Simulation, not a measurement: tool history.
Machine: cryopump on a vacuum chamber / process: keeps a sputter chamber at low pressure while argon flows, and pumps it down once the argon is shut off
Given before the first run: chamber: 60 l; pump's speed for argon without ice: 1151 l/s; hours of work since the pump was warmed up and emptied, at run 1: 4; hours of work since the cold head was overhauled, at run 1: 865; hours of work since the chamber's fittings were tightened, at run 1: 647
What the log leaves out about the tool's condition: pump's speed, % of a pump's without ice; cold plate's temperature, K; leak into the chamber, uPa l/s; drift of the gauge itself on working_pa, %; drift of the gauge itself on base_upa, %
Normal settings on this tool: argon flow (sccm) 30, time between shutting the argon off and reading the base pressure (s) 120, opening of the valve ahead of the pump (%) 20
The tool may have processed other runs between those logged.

run	hour	argon flow (sccm)	time between shutting the argon off and reading the base pressure (s)	opening of the valve ahead of the pump (%)	hours of work since the pump was warmed up and emptied	hours of work since the cold head was overhauled	hours of work since the chamber's fittings were tightened	pressure while argon flows (Pa)	pressure after the wait (uPa)
1	0	30	120	20	4	865	647	0.2205	1.68
2	35.3	30	251	20	31	892	674	0.2222	1.08
3	56.4	30	251	20	48	909	691	0.2207	1.16
4	70.7	30	251	20	59	920	702	0.2225	1.14
5	86.6	30	112	20	71	933	714	0.2213	1.78
6	107.9	30	24	20	88	949	731	0.2208	5.93
7	139.6	30	120	20	113	974	756	0.2225	1.78
8	163.1	30	120	20	131	992	774	0.2208	1.75
9	187.9	12	175	19	150	1012	793	0.0941	1.44
10	210.7	19	71	41	168	1029	811	0.0696	2.59
11	229.9	15	71	18	183	1044	826	0.1233	2.58
12	261.7	16	154	44	208	1069	851	0.0553	1.61

Forecast run 13:
13	286	16	154	44	227	1088	870	?	?

Run 13 came out at pressure while argon flows (Pa) 0.0564, pressure after the wait (uPa) 1.59.
Without the tool's hidden state the same run would have given pressure while argon flows (Pa) 0.0549, pressure after the wait (uPa) 1.08.
